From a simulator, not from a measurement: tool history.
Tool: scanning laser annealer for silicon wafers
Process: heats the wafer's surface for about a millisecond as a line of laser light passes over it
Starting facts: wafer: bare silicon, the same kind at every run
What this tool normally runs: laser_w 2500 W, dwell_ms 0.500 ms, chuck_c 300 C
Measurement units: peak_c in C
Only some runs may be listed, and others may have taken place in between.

Run 1, hour 0.0: usual settings. Result: peak_c 1112 C.
Run 2, hour 13.6: usual settings. Result: peak_c 1110 C.
Run 3, hour 38.7: usual settings. Result: peak_c 1111 C.
Run 4, hour 55.7: usual settings. Result: peak_c 1109 C.
Run 5, hour 66.3: usual settings. Result: peak_c 1110 C.
Run 6, hour 88.3: usual settings. Result: peak_c 1107 C.
Run 7, hour 107.6: usual settings. Result: peak_c 1103 C.
Run 8, hour 120.6: usual settings but chuck_c 296 C. Result: peak_c 1102 C.
Run 9, hour 131.9: usual settings but dwell_ms 0.529 ms. Result: peak_c 1130 C.
Run 10, hour 143.3: usual settings but dwell_ms 0.529 ms. Result: peak_c 1130 C.
Run 11, hour 161.7: usual settings but laser_w 2588 W, dwell_ms 0.611 ms, chuck_c 268 C. Result: peak_c 1191 C.
Run 12, hour 185.8: usual settings but laser_w 2661 W, dwell_ms 0.433 ms, chuck_c 268 C. Result: peak_c 1074 C.
Run 13, hour 200.5: usual settings but laser_w 2661 W, dwell_ms 0.433 ms, chuck_c 268 C. Result: peak_c 1073 C.
Run 14, hour 215.3: usual settings but laser_w 2661 W, dwell_ms 0.433 ms, chuck_c 268 C. Result: peak_c 1074 C.
Run 15, hour 228.6: usual settings but laser_w 2738 W, dwell_ms 0.375 ms, chuck_c 332 C. Result: peak_c 1112 C.
Run 16, hour 245.3: usual settings but laser_w 2679 W, dwell_ms 0.481 ms, chuck_c 291 C. Result: peak_c 1144 C.
Run 17, hour 265.4: usual settings but laser_w 2451 W, dwell_ms 0.456 ms. Result: peak_c 1052 C.
Run 18, hour 277.8: usual settings but laser_w 2544 W, chuck_c 336 C. Result: peak_c 1150 C.

Below are 3 alternative next runs, each starting from the tool's condition after run 18. Predict each:
Run A, hour 293.1: usual settings but laser_w 2433 W, chuck_c 333 C. Result: peak_c ?.
Run B, hour 293.1: usual settings but laser_w 2314 W, dwell_ms 0.524 ms, chuck_c 333 C. Result: peak_c ?.
Run C, hour 293.1: usual settings but laser_w 2327 W, chuck_c 336 C. Result: peak_c ?.

run  peak_c
  A    1107
  B    1082
  C    1074
With the hidden condition removed and each run's random variation left untouched, the same runs would have given:
run  peak_c
  A    1118
  B    1094
  C    1085
